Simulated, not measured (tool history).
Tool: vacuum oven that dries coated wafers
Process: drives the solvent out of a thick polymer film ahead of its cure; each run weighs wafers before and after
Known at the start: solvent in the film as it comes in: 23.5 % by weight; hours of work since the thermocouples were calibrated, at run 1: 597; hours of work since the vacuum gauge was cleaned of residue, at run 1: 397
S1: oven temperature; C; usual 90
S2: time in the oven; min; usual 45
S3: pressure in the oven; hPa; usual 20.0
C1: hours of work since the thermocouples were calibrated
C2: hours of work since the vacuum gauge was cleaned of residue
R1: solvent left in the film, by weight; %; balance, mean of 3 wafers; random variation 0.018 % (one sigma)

run	hour	S1	S2	S3	C1	C2	R1
1	0.0	90	45	20.0	597	397	2.88
2	51.3	90	45	20.0	627	427	2.91
3	167.0	90	45	20.0	694	494	2.88
4	256.0	90	45	20.0	746	546	2.82
5	311.6	90	45	20.0	779	579	2.84
6	395.1	90	45	20.0	827	627	2.81
7	484.9	90	45	20.0	880	680	2.82
8	592.6	90	45	20.0	943	743	2.77
# hour 604.9: oven's thermocouples calibrated
9	658.3	90	45	20.0	31	780	2.55
10	749.4	90	48	20.0	84	833	2.34
11	817.1	90	48	20.0	124	873	2.34
12	884.3	90	45	20.0	163	912	2.51
13	956.7	90	81	20.0	205	954	1.62
# hour 1061.3: oven's thermocouples calibrated, once more
14	1077.3	90	81	20.0	9	1024	1.97
15	1159.8	90	81	20.0	58	1072	1.95
# hour 1236.2: vacuum gauge cleaned of residue and calibrated
16	1236.2	90	81	20.0	101	0	1.75
17	1303.1	90	30	20.0	140	39	4.90
18	1400.3	89	56	20.0	197	96	2.51
19	1494.8	103	45	20.0	252	151	1.08
20	1543.0	103	41	33.2	281	179	1.76
21	1658.7	81	41	25.6	348	247	6.89
22	1771.2	90	53	37.9	414	313	3.72
23	1841.3	97	53	37.9	455	353	2.47
24	1896.4	89	53	60.4	487	386	5.62

5 ways to go on from here, each from the tool as it stands after run 24. What would each give?
A	1959.1	86	62	32.4	524	422	?
B	1959.1	94	41	38.2	524	422	?
C	1959.1	89	29	15.7	524	422	?
D	1959.1	89	40	20.0	524	422	?
E	1959.1	81	76	23.2	524	422	?

run	R1
A	3.84
B	3.42
C	4.95
D	3.60
E	3.74
Without the tool's hidden state the same runs would have given:
run	R1
A	4.19
B	3.75
C	5.49
D	4.03
E	4.11
